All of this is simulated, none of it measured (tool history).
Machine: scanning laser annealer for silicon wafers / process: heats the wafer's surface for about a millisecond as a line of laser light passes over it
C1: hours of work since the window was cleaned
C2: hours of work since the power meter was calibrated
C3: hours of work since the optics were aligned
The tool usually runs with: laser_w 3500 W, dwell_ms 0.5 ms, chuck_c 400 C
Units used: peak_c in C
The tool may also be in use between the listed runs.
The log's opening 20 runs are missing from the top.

run 21 hour=487.5 | laser_w=3250 dwell_ms=0.5 chuck_c=401 | C1=111 C2=817 C3=83 | peak_c=1069
run 22 hour=504.1 | laser_w=3574 dwell_ms=0.56 chuck_c=425 | C1=123 C2=829 C3=95 | peak_c=1218
run 23 hour=530.9 | laser_w=3560 dwell_ms=0.581 chuck_c=400 | C1=142 C2=848 C3=115 | peak_c=1204
run 24 hour=557.7 | laser_w=3560 dwell_ms=0.581 chuck_c=400 | C1=161 C2=867 C3=134 | peak_c=1200
run 25 hour=586.3 | laser_w=3130 dwell_ms=0.371 chuck_c=429 | C1=182 C2=888 C3=155 | peak_c=961
run 26 hour=612.4 | laser_w=3579 dwell_ms=0.602 chuck_c=429 | C1=201 C2=907 C3=174 | peak_c=1247
run 27 hour=637.8 | laser_w=3637 dwell_ms=0.385 chuck_c=379 | C1=219 C2=925 C3=192 | peak_c=1024
run 28 hour=660.9 | laser_w=3500 dwell_ms=0.426 chuck_c=381 | C1=236 C2=942 C3=209 | peak_c=1031
run 29 hour=684.1 | laser_w=3500 dwell_ms=0.426 chuck_c=381 | C1=253 C2=959 C3=226 | peak_c=1030
run 30 hour=710.3 | laser_w=3374 dwell_ms=0.611 chuck_c=407 | C1=272 C2=978 C3=245 | peak_c=1170

Here are 3 independent what-if runs from the current tool condition. What would each one return?
run A hour=727.7 | laser_w=3525 dwell_ms=0.5 chuck_c=400 | C1=285 C2=991 C3=257 | peak_c=?
run B hour=727.7 | laser_w=3374 dwell_ms=0.406 chuck_c=432 | C1=285 C2=991 C3=257 | peak_c=?
run C hour=727.7 | laser_w=3374 dwell_ms=0.449 chuck_c=368 | C1=285 C2=991 C3=257 | peak_c=?

run=A peak_c=1121
run=B peak_c=1036
run=C peak_c=1007
Without the tool's unlogged condition, the same runs would have read:
run=A peak_c=1146
run=B peak_c=1057
run=C peak_c=1029
